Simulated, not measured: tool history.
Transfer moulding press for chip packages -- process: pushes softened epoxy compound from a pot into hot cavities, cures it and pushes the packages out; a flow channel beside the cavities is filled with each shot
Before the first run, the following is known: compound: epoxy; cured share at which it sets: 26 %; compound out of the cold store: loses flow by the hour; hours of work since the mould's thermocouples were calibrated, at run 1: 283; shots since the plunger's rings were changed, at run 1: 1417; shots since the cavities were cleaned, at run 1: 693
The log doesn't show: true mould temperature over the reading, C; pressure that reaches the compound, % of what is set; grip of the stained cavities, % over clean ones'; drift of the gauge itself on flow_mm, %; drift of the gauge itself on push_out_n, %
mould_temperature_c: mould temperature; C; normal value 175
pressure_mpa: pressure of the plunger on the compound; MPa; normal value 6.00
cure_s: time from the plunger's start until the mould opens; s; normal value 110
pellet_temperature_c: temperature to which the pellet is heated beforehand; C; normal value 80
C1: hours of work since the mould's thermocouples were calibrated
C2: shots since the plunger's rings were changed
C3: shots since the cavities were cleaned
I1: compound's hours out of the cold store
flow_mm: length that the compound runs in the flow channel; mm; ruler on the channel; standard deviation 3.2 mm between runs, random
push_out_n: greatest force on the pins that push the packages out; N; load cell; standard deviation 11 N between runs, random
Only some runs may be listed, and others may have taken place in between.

Run 1, day 0.000: usual settings; C1 283; C2 1417; C3 693; I1 39.6. Result: flow_mm 813 mm, push_out_n 760 N.
At day 0.183: cavities cleaned with cleaning compound and waxed.
Run 2, day 0.450: usual settings; C1 288; C2 1521; C3 71; I1 25.3. Result: flow_mm 879 mm, push_out_n 870 N.
Run 3, day 1.225: usual settings; C1 300; C2 1730; C3 280; I1 27.3. Result: flow_mm 865 mm, push_out_n 861 N.
Run 4, day 1.908: usual settings; C1 310; C2 1914; C3 464; I1 42.7. Result: flow_mm 795 mm, push_out_n 809 N.
Run 5, day 2.288: usual settings; C1 316; C2 2016; C3 566; I1 10.7. Result: flow_mm 946 mm, push_out_n 857 N.
At day 2.971: cavities cleaned with cleaning compound and waxed.
Run 6, day 3.092: usual settings; C1 327; C2 2215; C3 32; I1 16.0. Result: flow_mm 913 mm, push_out_n 555 N.
Run 7, day 3.462: usual settings; C1 333; C2 2314; C3 131; I1 30.5. Result: flow_mm 845 mm, push_out_n 605 N.
Run 8, day 4.138: usual settings but pressure_mpa 7.41 MPa; C1 343; C2 2495; C3 312; I1 38.6. Result: flow_mm 890 mm, push_out_n 700 N.
Run 9, day 4.688: usual settings but mould_temperature_c 172 C; C1 351; C2 2644; C3 461; I1 22.3. Result: flow_mm 890 mm, push_out_n 913 N.
At day 4.883: cavities cleaned with cleaning compound and waxed, once more.
Run 10, day 5.179: usual settings but mould_temperature_c 172 C; C1 358; C2 2759; C3 79; I1 12.6. Result: flow_mm 929 mm, push_out_n 754 N.
Run 11, day 5.792: usual settings but mould_temperature_c 172 C; C1 367; C2 2923; C3 243; I1 30.0. Result: flow_mm 844 mm, push_out_n 781 N.
Run 12, day 6.583: usual settings but mould_temperature_c 172 C; C1 379; C2 3136; C3 456; I1 43.0. Result: flow_mm 783 mm, push_out_n 851 N.
At day 6.758: plunger's sealing rings changed.
Run 13, day 7.112: usual settings; C1 386; C2 95; C3 571; I1 25.5. Result: flow_mm 899 mm, push_out_n 796 N.
At day 7.758: cavities cleaned with cleaning compound and waxed.
Run 14, day 7.967: usual settings; C1 397; C2 307; C3 56; I1 36.1. Result: flow_mm 841 mm, push_out_n 565 N.

Expected results for the next run?
Run 15, day 8.708: usual settings but pressure_mpa 7.24 MPa, pellet_temperature_c 77 C; C1 409; C2 506; C3 255; I1 31.2. Result: flow_mm ?, push_out_n ?.

Run 15 measured flow_mm 945 mm, push_out_n 686 N.
On a tool with no hidden condition, and with the same random variation, this run would have come out at flow_mm 950 mm, push_out_n 491 N.
